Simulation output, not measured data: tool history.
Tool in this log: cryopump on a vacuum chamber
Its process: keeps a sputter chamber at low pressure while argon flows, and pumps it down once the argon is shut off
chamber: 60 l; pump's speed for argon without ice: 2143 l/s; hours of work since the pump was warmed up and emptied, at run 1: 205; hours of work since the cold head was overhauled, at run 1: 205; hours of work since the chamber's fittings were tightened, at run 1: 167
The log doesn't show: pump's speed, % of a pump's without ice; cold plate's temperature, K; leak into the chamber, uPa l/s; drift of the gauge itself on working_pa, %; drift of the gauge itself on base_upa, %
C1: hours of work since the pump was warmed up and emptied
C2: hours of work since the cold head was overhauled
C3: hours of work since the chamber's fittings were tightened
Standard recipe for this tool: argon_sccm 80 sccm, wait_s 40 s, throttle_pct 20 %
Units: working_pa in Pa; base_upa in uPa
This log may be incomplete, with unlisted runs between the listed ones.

{"run": 1, "hour": 0.0, "argon_sccm": 80, "wait_s": 40, "throttle_pct": 20, "C1": 205, "C2": 205, "C3": 167, "working_pa": 0.3211, "base_upa": 1.25}
{"run": 2, "hour": 11.7, "argon_sccm": 80, "wait_s": 40, "throttle_pct": 20, "C1": 211, "C2": 211, "C3": 173, "working_pa": 0.318, "base_upa": 1.29}
{"run": 3, "hour": 28.3, "argon_sccm": 80, "wait_s": 40, "throttle_pct": 20, "C1": 221, "C2": 221, "C3": 183, "working_pa": 0.3188, "base_upa": 1.3}
{"run": 4, "hour": 50.1, "argon_sccm": 80, "wait_s": 40, "throttle_pct": 20, "C1": 233, "C2": 233, "C3": 195, "working_pa": 0.3173, "base_upa": 1.27}
{"run": 5, "hour": 71.1, "argon_sccm": 88, "wait_s": 40, "throttle_pct": 20, "C1": 245, "C2": 245, "C3": 207, "working_pa": 0.3515, "base_upa": 1.28}
{"run": 6, "hour": 82.9, "argon_sccm": 80, "wait_s": 26, "throttle_pct": 20, "C1": 252, "C2": 252, "C3": 214, "working_pa": 0.3194, "base_upa": 1.8}
{"run": 7, "hour": 92.6, "argon_sccm": 80, "wait_s": 26, "throttle_pct": 20, "C1": 257, "C2": 257, "C3": 219, "working_pa": 0.3191, "base_upa": 1.8}
{"run": 8, "hour": 112.4, "argon_sccm": 80, "wait_s": 42, "throttle_pct": 20, "C1": 268, "C2": 268, "C3": 230, "working_pa": 0.3211, "base_upa": 1.23}
{"run": 9, "hour": 128.5, "argon_sccm": 80, "wait_s": 40, "throttle_pct": 41, "C1": 278, "C2": 278, "C3": 239, "working_pa": 0.1593, "base_upa": 1.24}
{"run": 10, "hour": 149.7, "argon_sccm": 80, "wait_s": 211, "throttle_pct": 41, "C1": 290, "C2": 290, "C3": 251, "working_pa": 0.1577, "base_upa": 0.42}
{"run": 11, "hour": 162.8, "argon_sccm": 80, "wait_s": 40, "throttle_pct": 20, "C1": 297, "C2": 297, "C3": 259, "working_pa": 0.321, "base_upa": 1.31}
{"run": 12, "hour": 180.7, "argon_sccm": 80, "wait_s": 40, "throttle_pct": 20, "C1": 307, "C2": 307, "C3": 269, "working_pa": 0.3185, "base_upa": 1.25}
{"run": 13, "hour": 199.6, "argon_sccm": 46, "wait_s": 283, "throttle_pct": 35, "C1": 318, "C2": 318, "C3": 280, "working_pa": 0.1065, "base_upa": 0.31}
{"run": 14, "hour": 220.0, "argon_sccm": 75, "wait_s": 61, "throttle_pct": 22, "C1": 329, "C2": 329, "C3": 291, "working_pa": 0.2745, "base_upa": 0.91}
{"run": 15, "hour": 236.1, "argon_sccm": 53, "wait_s": 85, "throttle_pct": 25, "C1": 339, "C2": 339, "C3": 300, "working_pa": 0.1694, "base_upa": 0.67}
{"run": 16, "hour": 253.4, "argon_sccm": 94, "wait_s": 136, "throttle_pct": 42, "C1": 348, "C2": 348, "C3": 310, "working_pa": 0.1828, "base_upa": 0.48}
{"run": 17, "hour": 267.2, "argon_sccm": 62, "wait_s": 40, "throttle_pct": 20, "C1": 356, "C2": 356, "C3": 318, "working_pa": 0.2503, "base_upa": 1.3}
{"run": 18, "hour": 289.4, "argon_sccm": 62, "wait_s": 40, "throttle_pct": 20, "C1": 369, "C2": 369, "C3": 331, "working_pa": 0.2489, "base_upa": 1.24}
{"run": 19, "hour": 302.6, "argon_sccm": 37, "wait_s": 40, "throttle_pct": 22, "C1": 376, "C2": 376, "C3": 338, "working_pa": 0.1356, "base_upa": 1.27}
{"run": 20, "hour": 320.8, "argon_sccm": 37, "wait_s": 40, "throttle_pct": 22, "C1": 386, "C2": 386, "C3": 348, "working_pa": 0.1347, "base_upa": 1.29}
{"run": 21, "hour": 334.0, "argon_sccm": 37, "wait_s": 40, "throttle_pct": 22, "C1": 394, "C2": 394, "C3": 356, "working_pa": 0.1356, "base_upa": 1.31}
{"run": 22, "hour": 350.1, "argon_sccm": 56, "wait_s": 119, "throttle_pct": 43, "C1": 403, "C2": 403, "C3": 365, "working_pa": 0.1075, "base_upa": 0.56}
{"run": 23, "hour": 366.9, "argon_sccm": 123, "wait_s": 40, "throttle_pct": 36, "C1": 413, "C2": 413, "C3": 374, "working_pa": 0.2793, "base_upa": 1.27}

What if the next run were any one of these 3? Each begins from the tool's condition after run 23:
{"run": "A", "hour": 378.7, "argon_sccm": 123, "wait_s": 40, "throttle_pct": 16, "C1": 419, "C2": 419, "C3": 381, "working_pa": "?", "base_upa": "?"}
{"run": "B", "hour": 378.7, "argon_sccm": 53, "wait_s": 40, "throttle_pct": 20, "C1": 419, "C2": 419, "C3": 381, "working_pa": "?", "base_upa": "?"}
{"run": "C", "hour": 378.7, "argon_sccm": 80, "wait_s": 224, "throttle_pct": 32, "C1": 419, "C2": 419, "C3": 381, "working_pa": "?", "base_upa": "?"}

run=A working_pa=0.6196 base_upa=1.30
run=B working_pa=0.2128 base_upa=1.33
run=C working_pa=0.2018 base_upa=0.41
The same runs, with their run-to-run variation unchanged, on a tool lacking any hidden condition would have given:
run=A working_pa=0.6092 base_upa=1.25
run=B working_pa=0.2083 base_upa=1.28
run=C working_pa=0.1951 base_upa=0.36
